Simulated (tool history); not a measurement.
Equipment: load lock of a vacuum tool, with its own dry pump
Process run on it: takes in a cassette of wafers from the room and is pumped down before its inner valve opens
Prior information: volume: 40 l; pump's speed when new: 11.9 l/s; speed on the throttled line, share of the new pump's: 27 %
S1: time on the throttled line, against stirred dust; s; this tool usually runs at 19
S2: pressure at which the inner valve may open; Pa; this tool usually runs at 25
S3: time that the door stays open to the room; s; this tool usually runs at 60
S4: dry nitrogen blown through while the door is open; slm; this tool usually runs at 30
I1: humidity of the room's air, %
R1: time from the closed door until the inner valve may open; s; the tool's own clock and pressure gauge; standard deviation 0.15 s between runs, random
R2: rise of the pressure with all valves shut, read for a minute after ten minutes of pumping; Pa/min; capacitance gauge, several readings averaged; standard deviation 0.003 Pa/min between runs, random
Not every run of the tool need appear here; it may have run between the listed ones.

{"run": 1, "hour": 0.0, "S1": 19, "S2": 25, "S3": 60, "S4": 30, "I1": 48.1, "R1": 44.8, "R2": 0.325}
{"run": 2, "hour": 496.8, "S1": 19, "S2": 34, "S3": 60, "S4": 30, "I1": 45.9, "R1": 43.5, "R2": 0.322}
{"run": 3, "hour": 739.7, "S1": 19, "S2": 34, "S3": 60, "S4": 30, "I1": 41.6, "R1": 44, "R2": 0.323}
{"run": 4, "hour": 1206.3, "S1": 19, "S2": 25, "S3": 60, "S4": 28, "I1": 42, "R1": 45.2, "R2": 0.35}
{"hour": 1350.3, "done": "dry pump taken out, an overhauled one fitted"}
{"run": 5, "hour": 1521.1, "S1": 19, "S2": 29, "S3": 60, "S4": 30, "I1": 46.2, "R1": 41.7, "R2": 0.36}
{"run": 6, "hour": 2078.3, "S1": 19, "S2": 25, "S3": 203, "S4": 30, "I1": 46.9, "R1": 42.6, "R2": 0.442}
{"run": 7, "hour": 2472.9, "S1": 19, "S2": 25, "S3": 203, "S4": 30, "I1": 45, "R1": 42.6, "R2": 0.432}
{"run": 8, "hour": 3019.7, "S1": 19, "S2": 25, "S3": 203, "S4": 30, "I1": 43.8, "R1": 42.6, "R2": 0.451}
{"run": 9, "hour": 3487.3, "S1": 19, "S2": 29, "S3": 60, "S4": 30, "I1": 45.4, "R1": 42.1, "R2": 0.403}
{"run": 10, "hour": 4046.8, "S1": 19, "S2": 29, "S3": 60, "S4": 30, "I1": 46.9, "R1": 42.6, "R2": 0.416}
{"run": 11, "hour": 4514.9, "S1": 19, "S2": 29, "S3": 60, "S4": 30, "I1": 44, "R1": 42.6, "R2": 0.419}
{"run": 12, "hour": 4858.9, "S1": 19, "S2": 29, "S3": 60, "S4": 30, "I1": 44.5, "R1": 42.7, "R2": 0.436}
{"run": 13, "hour": 5424.0, "S1": 19, "S2": 29, "S3": 60, "S4": 30, "I1": 46, "R1": 42.7, "R2": 0.449}
{"run": 14, "hour": 5868.6, "S1": 19, "S2": 25, "S3": 60, "S4": 16, "I1": 41, "R1": 43.4, "R2": 0.464}
{"run": 15, "hour": 6112.8, "S1": 19, "S2": 25, "S3": 60, "S4": 30, "I1": 46.7, "R1": 43.6, "R2": 0.467}
{"run": 16, "hour": 6561.4, "S1": 19, "S2": 40, "S3": 60, "S4": 30, "I1": 44.6, "R1": 42, "R2": 0.487}
{"run": 17, "hour": 6822.6, "S1": 19, "S2": 25, "S3": 60, "S4": 30, "I1": 44.2, "R1": 43.8, "R2": 0.484}
{"run": 18, "hour": 7351.7, "S1": 19, "S2": 25, "S3": 60, "S4": 13, "I1": 45.1, "R1": 43.9, "R2": 0.517}
{"run": 19, "hour": 7874.8, "S1": 31, "S2": 25, "S3": 92, "S4": 13, "I1": 43.8, "R1": 52.7, "R2": 0.552}
{"run": 20, "hour": 8163.0, "S1": 22, "S2": 43, "S3": 35, "S4": 15, "I1": 43.5, "R1": 44.4, "R2": 0.518}
{"run": 21, "hour": 8569.9, "S1": 22, "S2": 43, "S3": 35, "S4": 15, "I1": 42.3, "R1": 44.2, "R2": 0.518}
{"run": 22, "hour": 8872.7, "S1": 24, "S2": 25, "S3": 29, "S4": 4, "I1": 46.1, "R1": 48, "R2": 0.543}
{"run": 23, "hour": 9130.3, "S1": 15, "S2": 33, "S3": 49, "S4": 4, "I1": 44.8, "R1": 40.6, "R2": 0.567}
{"run": 24, "hour": 9623.9, "S1": 38, "S2": 25, "S3": 96, "S4": 30, "I1": 43.6, "R1": 58.3, "R2": 0.588}
{"run": 25, "hour": 10055.5, "S1": 12, "S2": 25, "S3": 60, "S4": 30, "I1": 43.9, "R1": 40, "R2": 0.589}
{"run": 26, "hour": 10583.8, "S1": 12, "S2": 25, "S3": 60, "S4": 30, "I1": 44.4, "R1": 40.4, "R2": 0.587}
{"run": 27, "hour": 10876.1, "S1": 12, "S2": 25, "S3": 60, "S4": 30, "I1": 43.6, "R1": 40.4, "R2": 0.598}
{"run": 28, "hour": 11163.6, "S1": 12, "S2": 20, "S3": 60, "S4": 13, "I1": 44.3, "R1": 41.5, "R2": 0.627}
{"hour": 11274.7, "done": "dry pump taken out, an overhauled one fitted"}
{"run": 29, "hour": 11669.3, "S1": 12, "S2": 20, "S3": 60, "S4": 13, "I1": 42.7, "R1": 37.4, "R2": 0.645}
{"run": 30, "hour": 11994.5, "S1": 12, "S2": 20, "S3": 60, "S4": 13, "I1": 45.7, "R1": 37.5, "R2": 0.653}
{"run": 31, "hour": 12228.8, "S1": 12, "S2": 20, "S3": 60, "S4": 13, "I1": 44.3, "R1": 37.4, "R2": 0.658}
{"hour": 12368.8, "done": "door's seal changed, seat wiped"}
{"run": 32, "hour": 12691.1, "S1": 12, "S2": 20, "S3": 60, "S4": 13, "I1": 44.4, "R1": 37.6, "R2": 0.062}
{"run": 33, "hour": 13062.4, "S1": 19, "S2": 27, "S3": 192, "S4": 30, "I1": 48.4, "R1": 42, "R2": 0.123}
{"run": 34, "hour": 13377.3, "S1": 28, "S2": 44, "S3": 35, "S4": 30, "I1": 42.9, "R1": 46.8, "R2": 0.035}
{"run": 35, "hour": 13629.7, "S1": 28, "S2": 44, "S3": 35, "S4": 30, "I1": 45.4, "R1": 46.8, "R2": 0.043}
{"run": 36, "hour": 13927.1, "S1": 28, "S2": 44, "S3": 35, "S4": 30, "I1": 42.7, "R1": 47, "R2": 0.046}

Predict each of these 4 candidate next runs independently; none follows another, all start after run 36:
{"run": "A", "hour": 14195.7, "S1": 37, "S2": 27, "S3": 35, "S4": 19, "I1": 47.3, "R1": "?", "R2": "?"}
{"run": "B", "hour": 14195.7, "S1": 19, "S2": 44, "S3": 60, "S4": 30, "I1": 46.4, "R1": "?", "R2": "?"}
{"run": "C", "hour": 14195.7, "S1": 19, "S2": 45, "S3": 60, "S4": 13, "I1": 44.4, "R1": "?", "R2": "?"}
{"run": "D", "hour": 14195.7, "S1": 28, "S2": 30, "S3": 107, "S4": 30, "I1": 46.2, "R1": "?", "R2": "?"}

run=A R1=55.3 R2=0.051
run=B R1=40.8 R2=0.063
run=C R1=40.6 R2=0.073
run=D R1=48.2 R2=0.089
With the hidden condition removed and each run's random variation left untouched, the same runs would have given:
run=A R1=54.8 R2=0.038
run=B R1=40.2 R2=0.05
run=C R1=40 R2=0.061
run=D R1=47.6 R2=0.076
